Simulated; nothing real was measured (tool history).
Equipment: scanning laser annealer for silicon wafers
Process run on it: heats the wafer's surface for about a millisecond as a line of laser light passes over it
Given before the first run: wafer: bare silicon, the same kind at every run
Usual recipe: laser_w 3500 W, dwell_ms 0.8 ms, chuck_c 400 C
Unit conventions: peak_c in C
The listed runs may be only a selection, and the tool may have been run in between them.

| run | hour | laser_w | dwell_ms | chuck_c | peak_c |
|---|---|---|---|---|---|
| 1 | 0 | 3500 | 0.8 | 400 | 1151 |
| 2 | 13.4 | 3500 | 0.8 | 400 | 1152 |
| 3 | 31.4 | 3500 | 0.8 | 400 | 1149 |
| 4 | 49.8 | 3500 | 0.8 | 400 | 1147 |
| 5 | 58.5 | 3500 | 0.8 | 400 | 1149 |
| 6 | 67.9 | 3500 | 0.8 | 400 | 1150 |
| 7 | 87.2 | 3500 | 0.8 | 408 | 1155 |
| 8 | 95.5 | 3500 | 0.644 | 421 | 1091 |
| 9 | 109.4 | 3500 | 0.644 | 421 | 1091 |
| 10 | 124.8 | 3500 | 0.8 | 435 | 1181 |
| 11 | 139.4 | 3500 | 0.8 | 435 | 1181 |

Each row is a separate what-if for the run after 11, all from the same tool condition, not one after another. Results?
| A | 147.8 | 3500 | 0.811 | 435 | ? |
| B | 147.8 | 3500 | 0.8 | 370 | ? |
| C | 147.8 | 3491 | 0.763 | 364 | ? |

| run | peak_c |
|---|---|
| A | 1185 |
| B | 1115 |
| C | 1090 |
The same runs, with their run-to-run variation unchanged, on a tool lacking any hidden condition would have given:
| run | peak_c |
|---|---|
| A | 1199 |
| B | 1128 |
| C | 1103 |
